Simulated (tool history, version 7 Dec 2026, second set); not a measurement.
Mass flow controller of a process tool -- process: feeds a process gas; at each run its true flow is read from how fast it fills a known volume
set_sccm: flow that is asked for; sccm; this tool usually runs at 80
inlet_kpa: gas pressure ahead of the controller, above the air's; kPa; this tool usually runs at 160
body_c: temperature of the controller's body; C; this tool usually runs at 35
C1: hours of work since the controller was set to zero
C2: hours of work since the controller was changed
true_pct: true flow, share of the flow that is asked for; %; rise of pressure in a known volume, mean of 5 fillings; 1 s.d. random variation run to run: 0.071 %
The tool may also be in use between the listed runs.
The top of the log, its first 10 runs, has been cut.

run 11 hour=574.5 | set_sccm=12 inlet_kpa=160 body_c=35 | C1=1362 C2=1362 | true_pct=95.54
run 12 hour=636.9 | set_sccm=12 inlet_kpa=160 body_c=35 | C1=1407 C2=1407 | true_pct=95.59
run 13 hour=695.7 | set_sccm=80 inlet_kpa=160 body_c=35 | C1=1450 C2=1450 | true_pct=99.99
run 14 hour=735.1 | set_sccm=80 inlet_kpa=160 body_c=35 | C1=1479 C2=1479 | true_pct=100.14
run 15 hour=802.8 | set_sccm=80 inlet_kpa=152 body_c=35 | C1=1528 C2=1528 | true_pct=100.08
run 16 hour=875.4 | set_sccm=80 inlet_kpa=165 body_c=35 | C1=1581 C2=1581 | true_pct=100.12
run 17 hour=939 | set_sccm=80 inlet_kpa=165 body_c=35 | C1=1627 C2=1627 | true_pct=100.12
-- hour=943.8 controller's zero set anew
run 18 hour=982.4 | set_sccm=80 inlet_kpa=261 body_c=35 | C1=28 C2=1658 | true_pct=100.58
run 19 hour=1027.8 | set_sccm=22 inlet_kpa=209 body_c=35 | C1=61 C2=1692 | true_pct=96.78
run 20 hour=1098.6 | set_sccm=22 inlet_kpa=209 body_c=35 | C1=113 C2=1743 | true_pct=96.67
run 21 hour=1129.8 | set_sccm=22 inlet_kpa=209 body_c=35 | C1=135 C2=1766 | true_pct=96.72
-- hour=1142.6 controller's zero set anew, once more
run 22 hour=1176.6 | set_sccm=80 inlet_kpa=264 body_c=26 | C1=25 C2=1799 | true_pct=100.86
run 23 hour=1210.9 | set_sccm=42 inlet_kpa=154 body_c=25 | C1=50 C2=1824 | true_pct=98.88
run 24 hour=1246.3 | set_sccm=42 inlet_kpa=154 body_c=25 | C1=76 C2=1850 | true_pct=98.78
run 25 hour=1282.3 | set_sccm=30 inlet_kpa=160 body_c=23 | C1=102 C2=1876 | true_pct=98.35

What will run 26 give?
run 26 hour=1357.2 | set_sccm=67 inlet_kpa=160 body_c=35 | C1=156 C2=1931 | true_pct=?

Run 26 measured true_pct 100.38 %.
With the hidden condition absent and the run-to-run variation left alone, this run would have shown true_pct 99.63 %.
